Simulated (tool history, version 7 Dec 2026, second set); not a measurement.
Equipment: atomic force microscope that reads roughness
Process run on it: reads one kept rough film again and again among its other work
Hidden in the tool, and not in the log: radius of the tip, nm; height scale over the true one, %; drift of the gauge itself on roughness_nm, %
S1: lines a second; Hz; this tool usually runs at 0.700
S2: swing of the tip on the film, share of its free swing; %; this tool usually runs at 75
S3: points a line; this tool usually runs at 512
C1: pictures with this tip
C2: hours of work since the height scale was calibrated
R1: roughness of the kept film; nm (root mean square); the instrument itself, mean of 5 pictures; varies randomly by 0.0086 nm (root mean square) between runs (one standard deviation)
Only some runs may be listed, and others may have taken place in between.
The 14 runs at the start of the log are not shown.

run,hour,S1,S2,S3,C1,C2,R1
15,311.4,0.700,75,512,145,275,2.256
# hour 314.1: height scale calibrated on a step standard
16,325.7,0.700,75,261,154,5,2.234
17,351.5,0.700,75,261,172,15,2.233
18,365.1,0.700,75,261,181,21,2.214
# hour 382.8: height scale calibrated on a step standard, once more
19,383.6,2.755,75,512,193,0,1.966
20,400.3,2.755,75,512,204,7,1.955
21,419.2,1.865,62,573,217,15,2.191
22,448.4,1.865,62,573,237,27,2.194
23,468.9,2.367,61,312,251,36,2.150
24,483.7,2.203,89,312,261,42,1.783
25,497.3,1.707,84,372,270,47,1.944
26,516.3,0.811,75,371,283,55,2.175
27,530.2,2.086,80,823,292,61,1.946
28,552.4,1.215,57,518,307,70,2.234
29,575.3,0.700,57,512,323,80,2.231
# hour 590.8: new tip fitted
30,590.8,0.700,57,512,0,86,2.342
31,607.1,0.700,57,512,11,93,2.356
32,627.4,1.332,66,512,25,101,2.260
33,655.1,0.700,75,357,44,113,2.267
34,670.2,0.536,55,512,54,119,2.350
35,701.5,0.536,55,512,75,132,2.334
36,724.7,2.043,86,467,91,142,1.921
37,750.1,1.163,75,364,108,152,2.193
38,780.1,2.155,64,512,128,164,2.182

Consider 4 possible next runs. They are alternatives, not a sequence: every one starts from the tool as it was left by run 38. What does each give?
A,799.5,1.376,84,426,141,173,?
B,799.5,0.768,64,624,141,173,?
C,799.5,0.839,63,374,141,173,?
D,799.5,2.357,78,512,141,173,?

run,R1
A,2.049
B,2.298
C,2.274
D,1.982
With the hidden condition removed and each run's random variation left untouched, the same runs would have given:
run,R1
A,2.089
B,2.343
C,2.317
D,2.020

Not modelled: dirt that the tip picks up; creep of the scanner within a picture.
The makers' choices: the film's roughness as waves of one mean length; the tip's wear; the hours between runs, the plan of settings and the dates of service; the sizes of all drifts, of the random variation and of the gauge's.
